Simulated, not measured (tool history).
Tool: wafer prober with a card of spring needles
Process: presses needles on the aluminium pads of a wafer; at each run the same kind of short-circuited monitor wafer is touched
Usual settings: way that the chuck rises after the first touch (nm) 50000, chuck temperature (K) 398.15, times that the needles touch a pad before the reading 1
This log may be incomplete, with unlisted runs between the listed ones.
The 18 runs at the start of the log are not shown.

| run | day | way that the chuck rises after the first touch (nm) | chuck temperature (K) | times that the needles touch a pad before the reading | touches since the tips were cleaned | cleanings since the card got new needles | touches since the first contact's height was set | resistance of one needle with its contact and lead (mohm) | way that a needle slides on the pad (nm) |
|---|---|---|---|---|---|---|---|---|---|
| 19 | 5.025 | 50000 | 398.15 | 2 | 1592 | 25 | 22387 | 139 | 6260 |
| 20 | 5.317 | 33000 | 314.15 | 1 | 3373 | 25 | 24168 | 189 | 4060 |
|  | 5.404 | tips cleaned on abrasive film |
| 21 | 5.542 | 33000 | 314.15 | 1 | 833 | 26 | 25519 | 149 | 4030 |
| 22 | 5.954 | 32000 | 299.15 | 2 | 3353 | 26 | 28039 | 164 | 3950 |
|  | 6.038 | tips cleaned on abrasive film |
| 23 | 6.296 | 67000 | 300.15 | 1 | 1572 | 27 | 30079 | 126 | 8520 |
| 24 | 6.625 | 50000 | 398.15 | 2 | 3598 | 27 | 32105 | 145 | 6230 |
|  | 6.688 | tips cleaned on abrasive film |
| 25 | 7.046 | 67000 | 398.15 | 2 | 2206 | 28 | 34646 | 141 | 8370 |
|  | 7.325 | tips cleaned on abrasive film |
| 26 | 7.442 | 45000 | 306.15 | 1 | 704 | 29 | 37014 | 133 | 5550 |
| 27 | 7.654 | 50000 | 398.15 | 1 | 2014 | 29 | 38324 | 149 | 6220 |
| 28 | 7.933 | 50000 | 398.15 | 2 | 3718 | 29 | 40028 | 146 | 6230 |
|  | 7.958 | tips cleaned on abrasive film |
| 29 | 8.354 | 50000 | 398.15 | 2 | 2434 | 30 | 42569 | 147 | 6180 |

Run 30 is up next; what results do you expect?
|  | 8.596 | tips cleaned on abrasive film |
| 30 | 8.633 | 50000 | 398.15 | 2 | 236 | 31 | 44247 | ? | ? |

{"run 30": {"resistance of one needle with its contact and lead (mohm)": 134, "way that a needle slides on the pad (nm)": 6150}}
On a tool with no hidden condition, and with the same random variation, this run would have come out at resistance of one needle with its contact and lead (mohm) 131, way that a needle slides on the pad (nm) 6340.
